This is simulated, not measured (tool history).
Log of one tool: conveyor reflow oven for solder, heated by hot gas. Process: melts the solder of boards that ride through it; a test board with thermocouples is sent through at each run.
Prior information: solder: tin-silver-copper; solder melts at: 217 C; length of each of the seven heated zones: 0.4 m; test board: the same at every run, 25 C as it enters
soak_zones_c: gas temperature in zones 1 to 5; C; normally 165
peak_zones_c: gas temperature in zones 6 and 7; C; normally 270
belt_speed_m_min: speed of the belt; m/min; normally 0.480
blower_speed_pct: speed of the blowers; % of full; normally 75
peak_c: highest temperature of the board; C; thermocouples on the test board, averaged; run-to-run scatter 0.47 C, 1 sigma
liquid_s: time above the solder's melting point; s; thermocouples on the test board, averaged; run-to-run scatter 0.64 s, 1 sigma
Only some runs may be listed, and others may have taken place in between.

run 1 day=0.000 | soak_zones_c=165 peak_zones_c=270 belt_speed_m_min=0.480 blower_speed_pct=75 | peak_c=245.1 liquid_s=61.3
-- day=1.067 flux residue cleaned out of gas plates and filters
run 2 day=1.338 | soak_zones_c=165 peak_zones_c=270 belt_speed_m_min=0.480 blower_speed_pct=75 | peak_c=250.2 liquid_s=68.5
run 3 day=2.817 | soak_zones_c=165 peak_zones_c=270 belt_speed_m_min=0.480 blower_speed_pct=75 | peak_c=248.7 liquid_s=67.8
-- day=3.325 belt drive overhauled, speed set with a stopwatch
run 4 day=4.804 | soak_zones_c=165 peak_zones_c=270 belt_speed_m_min=0.480 blower_speed_pct=75 | peak_c=248.1 liquid_s=65.3
run 5 day=5.688 | soak_zones_c=165 peak_zones_c=270 belt_speed_m_min=0.480 blower_speed_pct=75 | peak_c=246.7 liquid_s=65.2
run 6 day=7.438 | soak_zones_c=165 peak_zones_c=270 belt_speed_m_min=0.480 blower_speed_pct=75 | peak_c=247.2 liquid_s=64.0
run 7 day=9.096 | soak_zones_c=165 peak_zones_c=270 belt_speed_m_min=0.480 blower_speed_pct=75 | peak_c=247.0 liquid_s=63.3
run 8 day=10.896 | soak_zones_c=165 peak_zones_c=270 belt_speed_m_min=0.480 blower_speed_pct=83 | peak_c=249.1 liquid_s=67.1
run 9 day=12.050 | soak_zones_c=165 peak_zones_c=270 belt_speed_m_min=0.480 blower_speed_pct=75 | peak_c=246.7 liquid_s=63.4
run 10 day=12.975 | soak_zones_c=165 peak_zones_c=270 belt_speed_m_min=0.480 blower_speed_pct=75 | peak_c=246.4 liquid_s=62.6
run 11 day=14.333 | soak_zones_c=165 peak_zones_c=270 belt_speed_m_min=0.480 blower_speed_pct=75 | peak_c=246.3 liquid_s=61.9
run 12 day=15.875 | soak_zones_c=165 peak_zones_c=270 belt_speed_m_min=0.480 blower_speed_pct=75 | peak_c=245.5 liquid_s=62.4
run 13 day=17.104 | soak_zones_c=165 peak_zones_c=270 belt_speed_m_min=0.480 blower_speed_pct=75 | peak_c=245.5 liquid_s=61.3
run 14 day=18.058 | soak_zones_c=165 peak_zones_c=270 belt_speed_m_min=0.480 blower_speed_pct=75 | peak_c=244.9 liquid_s=61.0
run 15 day=19.346 | soak_zones_c=165 peak_zones_c=270 belt_speed_m_min=0.480 blower_speed_pct=75 | peak_c=246.0 liquid_s=60.1
run 16 day=21.075 | soak_zones_c=165 peak_zones_c=270 belt_speed_m_min=0.480 blower_speed_pct=59 | peak_c=238.6 liquid_s=49.0
run 17 day=22.133 | soak_zones_c=165 peak_zones_c=274 belt_speed_m_min=0.421 blower_speed_pct=59 | peak_c=247.1 liquid_s=74.1
run 18 day=23.008 | soak_zones_c=165 peak_zones_c=274 belt_speed_m_min=0.421 blower_speed_pct=59 | peak_c=247.5 liquid_s=71.9
run 19 day=24.938 | soak_zones_c=160 peak_zones_c=279 belt_speed_m_min=0.452 blower_speed_pct=53 | peak_c=243.2 liquid_s=58.3
run 20 day=26.775 | soak_zones_c=167 peak_zones_c=278 belt_speed_m_min=0.461 blower_speed_pct=53 | peak_c=242.9 liquid_s=59.4
run 21 day=27.862 | soak_zones_c=154 peak_zones_c=270 belt_speed_m_min=0.480 blower_speed_pct=75 | peak_c=240.5 liquid_s=50.9
-- day=28.229 flux residue cleaned out of gas plates and filters
run 22 day=29.975 | soak_zones_c=165 peak_zones_c=270 belt_speed_m_min=0.480 blower_speed_pct=65 | peak_c=244.4 liquid_s=59.9
run 23 day=31.638 | soak_zones_c=176 peak_zones_c=270 belt_speed_m_min=0.480 blower_speed_pct=54 | peak_c=241.5 liquid_s=59.4
-- day=33.608 thermocouples of zones 6 and 7 changed
run 24 day=33.608 | soak_zones_c=176 peak_zones_c=270 belt_speed_m_min=0.480 blower_speed_pct=65 | peak_c=247.4 liquid_s=69.0
run 25 day=35.008 | soak_zones_c=150 peak_zones_c=281 belt_speed_m_min=0.521 blower_speed_pct=67 | peak_c=246.7 liquid_s=52.1
run 26 day=36.079 | soak_zones_c=150 peak_zones_c=273 belt_speed_m_min=0.521 blower_speed_pct=67 | peak_c=238.6 liquid_s=43.5
run 27 day=37.408 | soak_zones_c=150 peak_zones_c=281 belt_speed_m_min=0.521 blower_speed_pct=79 | peak_c=251.2 liquid_s=57.5
run 28 day=38.988 | soak_zones_c=153 peak_zones_c=270 belt_speed_m_min=0.480 blower_speed_pct=75 | peak_c=244.4 liquid_s=56.0

Selected run-to-run steps in peak_c, each split into two signed amounts: the part the tool would show with no hidden state at all (from settings, incoming material and random variation), and the remainder, which goes to the hidden state together with any gauge scatter not common to the measured and the hidden-state-free results:
Hidden conditions of the tool in this case: heat that the gas passes to the board, % of a clean oven's; belt's true speed, % of the reading; true gas temperature in zones 6 and 7 over the reading, C; drift of the gauge itself on peak_c, C; drift of the gauge itself on liquid_s, %.
Run 1 -> 2: flux residue cleaned out of gas plates and filters. peak_c +5.1 C: hidden state +4.7, all else +0.4.
Run 16 -> 17: peak_zones_c 270 -> 274, belt_speed_m_min 0.480 -> 0.421. peak_c +8.5 C: hidden state +0.1, all else +8.4.
Run 21 -> 22: soak_zones_c 154 -> 165, blower_speed_pct 75 -> 65, flux residue cleaned out of gas plates and filters. peak_c +3.9 C: hidden state +5.1, all else -1.2.
Run 26 -> 27: peak_zones_c 273 -> 281, blower_speed_pct 67 -> 79. peak_c +12.6 C: hidden state -0.6, all else +13.2.
